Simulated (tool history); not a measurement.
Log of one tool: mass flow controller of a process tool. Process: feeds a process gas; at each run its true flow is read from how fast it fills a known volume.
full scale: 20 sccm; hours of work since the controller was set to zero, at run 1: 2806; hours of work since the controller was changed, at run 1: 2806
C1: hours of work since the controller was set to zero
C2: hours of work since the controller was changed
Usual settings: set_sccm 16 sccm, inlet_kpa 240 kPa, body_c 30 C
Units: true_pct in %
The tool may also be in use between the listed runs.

{"run": 1, "day": 0.0, "set_sccm": 16, "inlet_kpa": 240, "body_c": 30, "C1": 2806, "C2": 2806, "true_pct": 98.6}
{"run": 2, "day": 2.379, "set_sccm": 16, "inlet_kpa": 240, "body_c": 30, "C1": 2848, "C2": 2848, "true_pct": 98.5}
{"run": 3, "day": 4.333, "set_sccm": 16, "inlet_kpa": 240, "body_c": 30, "C1": 2882, "C2": 2882, "true_pct": 98.52}
{"run": 4, "day": 7.071, "set_sccm": 16, "inlet_kpa": 240, "body_c": 30, "C1": 2930, "C2": 2930, "true_pct": 98.39}
{"run": 5, "day": 10.467, "set_sccm": 16, "inlet_kpa": 240, "body_c": 30, "C1": 2990, "C2": 2990, "true_pct": 98.55}
{"run": 6, "day": 12.688, "set_sccm": 16, "inlet_kpa": 240, "body_c": 30, "C1": 3029, "C2": 3029, "true_pct": 98.39}
{"run": 7, "day": 14.771, "set_sccm": 3, "inlet_kpa": 240, "body_c": 30, "C1": 3066, "C2": 3066, "true_pct": 100.24}
{"run": 8, "day": 18.358, "set_sccm": 14, "inlet_kpa": 240, "body_c": 30, "C1": 3129, "C2": 3129, "true_pct": 98.27}
{"run": 9, "day": 22.083, "set_sccm": 14, "inlet_kpa": 240, "body_c": 30, "C1": 3194, "C2": 3194, "true_pct": 98.36}
{"run": 10, "day": 24.125, "set_sccm": 16, "inlet_kpa": 240, "body_c": 30, "C1": 3230, "C2": 3230, "true_pct": 98.24}
{"run": 11, "day": 27.458, "set_sccm": 16, "inlet_kpa": 240, "body_c": 30, "C1": 3289, "C2": 3289, "true_pct": 98.43}
{"run": 12, "day": 29.833, "set_sccm": 16, "inlet_kpa": 240, "body_c": 30, "C1": 3331, "C2": 3331, "true_pct": 98.33}
{"run": 13, "day": 33.312, "set_sccm": 16, "inlet_kpa": 240, "body_c": 30, "C1": 3392, "C2": 3392, "true_pct": 98.24}
{"run": 14, "day": 36.946, "set_sccm": 16, "inlet_kpa": 240, "body_c": 30, "C1": 3456, "C2": 3456, "true_pct": 98.4}
{"run": 15, "day": 39.729, "set_sccm": 13, "inlet_kpa": 158, "body_c": 34, "C1": 3505, "C2": 3505, "true_pct": 98.34}
{"run": 16, "day": 41.783, "set_sccm": 16, "inlet_kpa": 246, "body_c": 23, "C1": 3541, "C2": 3541, "true_pct": 98.69}
{"run": 17, "day": 44.712, "set_sccm": 3, "inlet_kpa": 199, "body_c": 30, "C1": 3592, "C2": 3592, "true_pct": 100.65}
{"run": 18, "day": 46.546, "set_sccm": 3, "inlet_kpa": 199, "body_c": 30, "C1": 3624, "C2": 3624, "true_pct": 100.52}
{"run": 19, "day": 50.3, "set_sccm": 3, "inlet_kpa": 199, "body_c": 30, "C1": 3690, "C2": 3690, "true_pct": 100.79}
{"run": 20, "day": 54.171, "set_sccm": 12, "inlet_kpa": 262, "body_c": 28, "C1": 3759, "C2": 3759, "true_pct": 98.23}
{"run": 21, "day": 58.217, "set_sccm": 2, "inlet_kpa": 266, "body_c": 28, "C1": 3830, "C2": 3830, "true_pct": 102.69}

The next listed run, before its measurement:
{"run": 22, "day": 61.442, "set_sccm": 6, "inlet_kpa": 256, "body_c": 28, "C1": 3886, "C2": 3886, "true_pct": "?"}

{"run 22": {"true_pct": 98.78}}
Without the tool's hidden state the same run would have given true_pct 98.53 %.

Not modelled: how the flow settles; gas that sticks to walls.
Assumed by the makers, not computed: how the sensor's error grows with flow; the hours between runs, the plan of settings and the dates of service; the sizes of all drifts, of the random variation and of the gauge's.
